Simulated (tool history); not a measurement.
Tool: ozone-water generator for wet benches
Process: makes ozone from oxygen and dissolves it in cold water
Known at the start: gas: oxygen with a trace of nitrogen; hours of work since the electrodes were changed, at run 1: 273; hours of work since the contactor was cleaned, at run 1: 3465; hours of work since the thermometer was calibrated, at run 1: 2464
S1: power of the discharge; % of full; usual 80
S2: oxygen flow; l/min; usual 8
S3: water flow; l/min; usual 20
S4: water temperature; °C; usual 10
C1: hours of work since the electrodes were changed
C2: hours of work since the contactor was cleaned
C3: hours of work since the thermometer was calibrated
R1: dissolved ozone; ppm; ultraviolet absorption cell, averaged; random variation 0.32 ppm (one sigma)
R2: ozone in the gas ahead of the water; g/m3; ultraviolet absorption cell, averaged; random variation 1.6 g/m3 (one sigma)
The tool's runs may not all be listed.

run   hour  S1     S2  S3  S4   C1    C2    C3    R1     R2
  1      0  80      8  20  10  273  3465  2464  49.5  298.7
  2   35.8  80      8  20  10  302  3494  2494  49.5  300.7
  3   73.8  80      8  20  10  333  3525  2525  49.5  300.7
  4  133.3  80      8  20  10  382  3574  2574  49.2  295.6
  5  194.6  80      8  20  10  433  3625  2624  49.3  301.6
  6  221.5  80  10.95  20  10  455  3647  2647  49.1  254.7
  7  266.8  80  10.95  20  10  492  3684  2684  48.4  252.9
  8  304.8  80      8  20  10  523  3715  2715  49.1  298.5
  9  338.2  80      8  20  10  551  3743  2743  48.6  296.5
 10  377.1  76      8  14  10  583  3775  2775  58.1  287.8
 11    438  43  11.83  26   5  633  3825  2825  29.2  158.8
 12  466.6  43  11.83  26   5  656  3848  2848    29  159.4
 13  506.2  43  11.83  26   5  689  3881  2881  29.2  159.3
 14  550.4  43  11.83  26   5  725  3917  2917  28.8  156.7
 15  582.9  43  11.83  26   5  752  3944  2944  29.1  156.7
 16  636.6  43  11.83  14   5  796  3988  2988  41.6  159.7
 17  695.9  43  14.22  14  14  845  4037  3037  32.8  142.2
 18  727.7  41      8  20  11  871  4063  3063  30.3  188.6

The same runs without the tool's hidden state, with the same run-to-run variation:
The hidden state here: yield of the discharge, % of new electrodes'; contactor's efficiency, % of a clean one's; true water temperature over the reading, C; drift of the gauge itself on ozone_ppm, %; drift of the gauge itself on gas_g_m3, %.
run    R1     R2
  1  51.3  301.1
  2  51.3  303.3
  3  51.3  303.5
  4  51.1  298.8
  5  51.2  305.1
  6  51.1  257.8
  7  50.4  256.2
  8  51.2  302.5
  9  50.7  300.7
 10  60.5  291.9
 11  30.5  160.4
 12  30.3    161
 13  30.4    161
 14  30.1  158.4
 15  30.4  158.5
 16  43.2  161.6
 17  34.1    144
 18  31.7  190.9
